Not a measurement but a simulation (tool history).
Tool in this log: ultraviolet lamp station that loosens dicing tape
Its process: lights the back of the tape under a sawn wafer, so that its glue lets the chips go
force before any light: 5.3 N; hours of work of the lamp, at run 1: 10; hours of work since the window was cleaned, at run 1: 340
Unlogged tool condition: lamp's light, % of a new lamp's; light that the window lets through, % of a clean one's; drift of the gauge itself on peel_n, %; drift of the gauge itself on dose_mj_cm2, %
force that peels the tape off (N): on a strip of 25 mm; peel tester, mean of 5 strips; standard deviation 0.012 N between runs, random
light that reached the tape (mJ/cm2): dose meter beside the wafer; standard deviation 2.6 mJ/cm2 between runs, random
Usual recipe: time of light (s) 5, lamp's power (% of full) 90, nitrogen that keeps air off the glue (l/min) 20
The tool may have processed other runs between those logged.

run     day  time of light (s)  lamp's power (% of full)  nitrogen that keeps air off the glue (l/min)  hours of work of the lamp  hours of work since the window was cleaned  force that peels the tape off (N)  light that reached the tape (mJ/cm2)
  1       0                  5                        90                                            20                         10                                         340                              0.538                                   339
  2   0.921                  5                        90                                            20                         26                                         356                              0.571                                   339
  3   1.667                  5                        90                                            20                         38                                         368                              0.548                                   335
  4   3.225                  5                        90                                            20                         64                                         394                              0.566                                   337
  5   4.842                  5                        90                                            20                         91                                         421                              0.557                                   340
  6   6.429                  5                        90                                            20                        117                                         448                              0.536                                   335
  7   7.883                  5                        90                                            20                        142                                         472                              0.537                                   338
  8   9.412                  4                        90                                             9                        167                                         497                              1.353                                   270
  9  10.862                  4                        90                                             9                        191                                         521                              1.338                                   268
     11.529  -- window cleaned of glue's vapour
 10  12.108                  4                        90                                             9                        212                                          10                              1.323                                   269
 11  13.342                  7                        97                                            12                        232                                          30                              0.362                                   511
 12  14.425                  7                        97                                            12                        250                                          48                              0.351                                   509
 13  15.379                  7                        75                                            21                        266                                          64                              0.376                                   392
 14  16.342                 10                        69                                             7                        282                                          80                              0.536                                   519

Below are 4 alternative next runs, each starting from the tool's condition after run 14. Predict each:
  A  17.796                  3                        65                                            10                        307                                         104                                  ?                                     ?
  B  17.796                 10                        63                                             7                        307                                         104                                  ?                                     ?
  C  17.796                  5                        65                                             6                        307                                         104                                  ?                                     ?
  D  17.796                  2                        70                                            20                        307                                         104                                  ?                                     ?

run  force that peels the tape off (N)  light that reached the tape (mJ/cm2)
  A                               2.34                                   150
  B                              0.652                                   477
  C                              1.755                                   244
  D                              2.533                                   102
Take away the tool's hidden state, keep each run's random variation, and the runs would have read:
run  force that peels the tape off (N)  light that reached the tape (mJ/cm2)
  A                              2.337                                   150
  B                              0.651                                   478
  C                              1.752                                   244
  D                              2.531                                   103
